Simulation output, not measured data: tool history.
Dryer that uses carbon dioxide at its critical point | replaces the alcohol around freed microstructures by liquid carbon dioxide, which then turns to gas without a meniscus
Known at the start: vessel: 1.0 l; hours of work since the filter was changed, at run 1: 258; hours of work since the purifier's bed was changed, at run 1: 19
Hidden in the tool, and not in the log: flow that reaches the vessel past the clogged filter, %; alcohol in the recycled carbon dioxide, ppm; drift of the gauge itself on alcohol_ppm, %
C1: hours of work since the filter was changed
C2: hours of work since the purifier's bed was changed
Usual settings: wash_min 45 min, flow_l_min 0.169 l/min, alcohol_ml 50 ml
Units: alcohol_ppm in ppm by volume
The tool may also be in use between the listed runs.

run 1 hour=0.0 | wash_min=45 flow_l_min=0.169 alcohol_ml=50 | C1=258 C2=19 | alcohol_ppm=433
run 2 hour=6.7 | wash_min=45 flow_l_min=0.169 alcohol_ml=50 | C1=261 C2=22 | alcohol_ppm=431
run 3 hour=11.6 | wash_min=47 flow_l_min=0.169 alcohol_ml=50 | C1=264 C2=25 | alcohol_ppm=352
run 4 hour=17.0 | wash_min=47 flow_l_min=0.169 alcohol_ml=50 | C1=266 C2=27 | alcohol_ppm=341
run 5 hour=23.2 | wash_min=47 flow_l_min=0.169 alcohol_ml=50 | C1=269 C2=30 | alcohol_ppm=345
run 6 hour=27.4 | wash_min=47 flow_l_min=0.169 alcohol_ml=42 | C1=271 C2=32 | alcohol_ppm=294
run 7 hour=34.3 | wash_min=47 flow_l_min=0.169 alcohol_ml=42 | C1=274 C2=35 | alcohol_ppm=302
run 8 hour=41.3 | wash_min=47 flow_l_min=0.169 alcohol_ml=42 | C1=277 C2=38 | alcohol_ppm=307
run 9 hour=46.8 | wash_min=45 flow_l_min=0.169 alcohol_ml=98 | C1=279 C2=40 | alcohol_ppm=862
run 10 hour=52.8 | wash_min=45 flow_l_min=0.169 alcohol_ml=98 | C1=282 C2=43 | alcohol_ppm=860
run 11 hour=56.9 | wash_min=45 flow_l_min=0.169 alcohol_ml=98 | C1=284 C2=45 | alcohol_ppm=898
run 12 hour=64.2 | wash_min=45 flow_l_min=0.152 alcohol_ml=50 | C1=287 C2=48 | alcohol_ppm=716
run 13 hour=68.8 | wash_min=45 flow_l_min=0.152 alcohol_ml=50 | C1=289 C2=50 | alcohol_ppm=701
run 14 hour=74.6 | wash_min=45 flow_l_min=0.109 alcohol_ml=50 | C1=292 C2=53 | alcohol_ppm=2288
run 15 hour=81.0 | wash_min=45 flow_l_min=0.197 alcohol_ml=56 | C1=295 C2=56 | alcohol_ppm=241
run 16 hour=87.5 | wash_min=45 flow_l_min=0.160 alcohol_ml=60 | C1=298 C2=59 | alcohol_ppm=707
run 17 hour=97.1 | wash_min=45 flow_l_min=0.169 alcohol_ml=79 | C1=302 C2=63 | alcohol_ppm=713
run 18 hour=105.2 | wash_min=35 flow_l_min=0.169 alcohol_ml=44 | C1=306 C2=67 | alcohol_ppm=1155
run 19 hour=110.0 | wash_min=35 flow_l_min=0.169 alcohol_ml=52 | C1=308 C2=69 | alcohol_ppm=1414
run 20 hour=119.4 | wash_min=45 flow_l_min=0.169 alcohol_ml=83 | C1=312 C2=73 | alcohol_ppm=808
run 21 hour=125.6 | wash_min=45 flow_l_min=0.169 alcohol_ml=98 | C1=315 C2=76 | alcohol_ppm=949
run 22 hour=133.1 | wash_min=45 flow_l_min=0.169 alcohol_ml=98 | C1=318 C2=79 | alcohol_ppm=954
run 23 hour=138.5 | wash_min=27 flow_l_min=0.197 alcohol_ml=53 | C1=321 C2=82 | alcohol_ppm=2074
run 24 hour=148.3 | wash_min=50 flow_l_min=0.222 alcohol_ml=111 | C1=325 C2=86 | alcohol_ppm=156
run 25 hour=152.8 | wash_min=50 flow_l_min=0.222 alcohol_ml=111 | C1=327 C2=88 | alcohol_ppm=146
run 26 hour=160.6 | wash_min=50 flow_l_min=0.222 alcohol_ml=111 | C1=330 C2=92 | alcohol_ppm=146
run 27 hour=168.8 | wash_min=50 flow_l_min=0.222 alcohol_ml=111 | C1=334 C2=95 | alcohol_ppm=159
run 28 hour=175.7 | wash_min=33 flow_l_min=0.158 alcohol_ml=38 | C1=337 C2=98 | alcohol_ppm=1576

3 ways to go on from here, each from the tool as it stands after run 28. What would each give?
run A hour=185.3 | wash_min=61 flow_l_min=0.276 alcohol_ml=50 | C1=342 C2=103 | alcohol_ppm=?
run B hour=185.3 | wash_min=28 flow_l_min=0.113 alcohol_ml=27 | C1=342 C2=103 | alcohol_ppm=?
run C hour=185.3 | wash_min=45 flow_l_min=0.169 alcohol_ml=57 | C1=342 C2=103 | alcohol_ppm=?

run=A alcohol_ppm=23
run=B alcohol_ppm=3748
run=C alcohol_ppm=594
Without the tool's hidden state the same runs would have given:
run=A alcohol_ppm=14
run=B alcohol_ppm=2630
run=C alcohol_ppm=257
